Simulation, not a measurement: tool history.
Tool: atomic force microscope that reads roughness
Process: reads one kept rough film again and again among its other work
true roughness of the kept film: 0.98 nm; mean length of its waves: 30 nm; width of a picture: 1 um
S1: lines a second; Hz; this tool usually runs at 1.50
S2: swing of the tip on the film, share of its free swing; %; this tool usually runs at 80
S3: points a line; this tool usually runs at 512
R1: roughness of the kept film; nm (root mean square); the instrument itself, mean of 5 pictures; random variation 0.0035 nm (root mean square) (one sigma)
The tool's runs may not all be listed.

run 1 day=0.000 | S1=1.50 S2=80 S3=512 | R1=0.841
run 2 day=0.833 | S1=1.50 S2=80 S3=939 | R1=0.841
run 3 day=1.529 | S1=1.50 S2=80 S3=939 | R1=0.847
run 4 day=2.404 | S1=1.50 S2=67 S3=512 | R1=0.895
-- day=2.542 new tip fitted
run 5 day=3.096 | S1=1.50 S2=67 S3=512 | R1=0.900
run 6 day=3.854 | S1=1.50 S2=67 S3=512 | R1=0.895
run 7 day=4.667 | S1=1.50 S2=67 S3=512 | R1=0.895
-- day=5.071 new tip fitted
run 8 day=5.721 | S1=1.50 S2=67 S3=512 | R1=0.890
run 9 day=6.771 | S1=1.50 S2=67 S3=512 | R1=0.899
-- day=7.646 new tip fitted
run 10 day=7.754 | S1=1.50 S2=67 S3=512 | R1=0.893
run 11 day=8.371 | S1=1.50 S2=67 S3=512 | R1=0.892
run 12 day=9.392 | S1=1.50 S2=67 S3=512 | R1=0.894
run 13 day=9.896 | S1=1.50 S2=67 S3=512 | R1=0.893
-- day=10.154 new tip fitted
run 14 day=10.388 | S1=1.50 S2=67 S3=512 | R1=0.895
run 15 day=11.138 | S1=1.50 S2=67 S3=257 | R1=0.880
run 16 day=11.808 | S1=2.71 S2=67 S3=257 | R1=0.839
-- day=12.675 new tip fitted
run 17 day=12.754 | S1=1.50 S2=89 S3=512 | R1=0.790
run 18 day=13.254 | S1=1.50 S2=74 S3=512 | R1=0.867
run 19 day=14.338 | S1=1.50 S2=74 S3=512 | R1=0.869
run 20 day=14.804 | S1=1.50 S2=80 S3=512 | R1=0.839
-- day=15.225 new tip fitted
run 21 day=15.375 | S1=1.50 S2=80 S3=512 | R1=0.841
run 22 day=16.138 | S1=1.50 S2=80 S3=512 | R1=0.839
run 23 day=16.896 | S1=1.50 S2=62 S3=971 | R1=0.904
run 24 day=17.492 | S1=2.61 S2=75 S3=747 | R1=0.801
-- day=17.738 new tip fitted
run 25 day=18.046 | S1=2.41 S2=61 S3=272 | R1=0.884
run 26 day=18.933 | S1=2.04 S2=84 S3=1016 | R1=0.783
run 27 day=19.429 | S1=1.27 S2=84 S3=410 | R1=0.835
run 28 day=20.025 | S1=1.87 S2=86 S3=278 | R1=0.769
-- day=20.342 new tip fitted
run 29 day=20.938 | S1=1.87 S2=86 S3=278 | R1=0.775
run 30 day=21.446 | S1=1.87 S2=86 S3=278 | R1=0.772
run 31 day=22.058 | S1=1.91 S2=86 S3=994 | R1=0.775
run 32 day=22.546 | S1=1.50 S2=80 S3=507 | R1=0.838
-- day=22.883 new tip fitted
run 33 day=23.642 | S1=1.50 S2=80 S3=507 | R1=0.836
run 34 day=24.496 | S1=1.49 S2=56 S3=381 | R1=0.915
-- day=25.433 new tip fitted
run 35 day=25.571 | S1=1.49 S2=56 S3=381 | R1=0.919
run 36 day=26.329 | S1=1.11 S2=58 S3=258 | R1=0.916
run 37 day=27.079 | S1=1.50 S2=59 S3=512 | R1=0.913
run 38 day=27.562 | S1=2.77 S2=70 S3=577 | R1=0.840
-- day=27.971 new tip fitted
run 39 day=28.679 | S1=2.77 S2=70 S3=577 | R1=0.834
run 40 day=29.733 | S1=2.77 S2=68 S3=753 | R1=0.847
-- day=30.496 new tip fitted
run 41 day=30.504 | S1=2.77 S2=68 S3=753 | R1=0.848
run 42 day=31.096 | S1=2.77 S2=68 S3=753 | R1=0.842
run 43 day=31.662 | S1=0.74 S2=80 S3=512 | R1=0.891
run 44 day=32.233 | S1=0.74 S2=80 S3=512 | R1=0.888

Below are 5 alternative next runs, each starting from the tool's condition after run 44. Predict each:
-- day=33.062 new tip fitted
run A day=33.146 | S1=1.16 S2=57 S3=680 | R1=?
-- day=33.062 new tip fitted
run B day=33.146 | S1=0.82 S2=80 S3=737 | R1=?
-- day=33.062 new tip fitted
run C day=33.146 | S1=2.50 S2=80 S3=512 | R1=?
-- day=33.062 new tip fitted
run D day=33.146 | S1=1.07 S2=60 S3=512 | R1=?
-- day=33.062 new tip fitted
run E day=33.146 | S1=0.54 S2=84 S3=479 | R1=?

run=A R1=0.926
run=B R1=0.895
run=C R1=0.780
run=D R1=0.932
run=E R1=0.896
Had the tool no hidden state, the same runs would have come out as:
run=A R1=0.927
run=B R1=0.896
run=C R1=0.781
run=D R1=0.933
run=E R1=0.897
